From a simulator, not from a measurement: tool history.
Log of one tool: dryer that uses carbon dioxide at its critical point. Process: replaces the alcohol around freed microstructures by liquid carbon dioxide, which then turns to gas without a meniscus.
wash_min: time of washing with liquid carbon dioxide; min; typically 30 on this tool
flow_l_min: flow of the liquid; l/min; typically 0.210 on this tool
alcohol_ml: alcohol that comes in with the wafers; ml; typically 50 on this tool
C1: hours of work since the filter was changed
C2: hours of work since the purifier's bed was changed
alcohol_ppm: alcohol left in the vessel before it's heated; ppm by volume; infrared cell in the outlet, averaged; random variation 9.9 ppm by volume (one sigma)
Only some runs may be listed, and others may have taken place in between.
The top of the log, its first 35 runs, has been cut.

{"run": 36, "hour": 1200.2, "wash_min": 22, "flow_l_min": 0.233, "alcohol_ml": 28, "C1": 237, "C2": 719, "alcohol_ppm": 1221}
{"run": 37, "hour": 1230.1, "wash_min": 19, "flow_l_min": 0.158, "alcohol_ml": 28, "C1": 259, "C2": 742, "alcohol_ppm": 4511}
{"run": 38, "hour": 1254.5, "wash_min": 19, "flow_l_min": 0.158, "alcohol_ml": 28, "C1": 278, "C2": 760, "alcohol_ppm": 4541}
{"hour": 1295.7, "done": "inlet filter changed"}
{"run": 39, "hour": 1295.7, "wash_min": 45, "flow_l_min": 0.21, "alcohol_ml": 52, "C1": 0, "C2": 791, "alcohol_ppm": 243}
{"run": 40, "hour": 1316.6, "wash_min": 30, "flow_l_min": 0.225, "alcohol_ml": 25, "C1": 16, "C2": 807, "alcohol_ppm": 410}
{"run": 41, "hour": 1339.4, "wash_min": 22, "flow_l_min": 0.225, "alcohol_ml": 25, "C1": 33, "C2": 824, "alcohol_ppm": 989}
{"run": 42, "hour": 1370.1, "wash_min": 22, "flow_l_min": 0.225, "alcohol_ml": 25, "C1": 57, "C2": 848, "alcohol_ppm": 1040}
{"run": 43, "hour": 1395.8, "wash_min": 20, "flow_l_min": 0.225, "alcohol_ml": 25, "C1": 76, "C2": 867, "alcohol_ppm": 1395}
{"run": 44, "hour": 1434.9, "wash_min": 20, "flow_l_min": 0.21, "alcohol_ml": 50, "C1": 106, "C2": 897, "alcohol_ppm": 3069}
{"run": 45, "hour": 1464.7, "wash_min": 28, "flow_l_min": 0.138, "alcohol_ml": 109, "C1": 129, "C2": 920, "alcohol_ppm": 8415}
{"run": 46, "hour": 1494.5, "wash_min": 28, "flow_l_min": 0.138, "alcohol_ml": 109, "C1": 152, "C2": 943, "alcohol_ppm": 8892}
{"run": 47, "hour": 1522.3, "wash_min": 28, "flow_l_min": 0.138, "alcohol_ml": 109, "C1": 173, "C2": 964, "alcohol_ppm": 8897}
{"run": 48, "hour": 1544.2, "wash_min": 28, "flow_l_min": 0.254, "alcohol_ml": 36, "C1": 190, "C2": 981, "alcohol_ppm": 575}

Below are 3 alternative next runs, each starting from the tool's condition after run 48. Predict each:
{"run": "A", "hour": 1583.6, "wash_min": 30, "flow_l_min": 0.21, "alcohol_ml": 20, "C1": 220, "C2": 1011, "alcohol_ppm": "?"}
{"run": "B", "hour": 1583.6, "wash_min": 42, "flow_l_min": 0.137, "alcohol_ml": 50, "C1": 220, "C2": 1011, "alcohol_ppm": "?"}
{"run": "C", "hour": 1583.6, "wash_min": 31, "flow_l_min": 0.196, "alcohol_ml": 118, "C1": 220, "C2": 1011, "alcohol_ppm": "?"}

run=A alcohol_ppm=594
run=B alcohol_ppm=1475
run=C alcohol_ppm=2680
With the hidden condition removed and each run's random variation left untouched, the same runs would have given:
run=A alcohol_ppm=242
run=B alcohol_ppm=836
run=C alcohol_ppm=1587
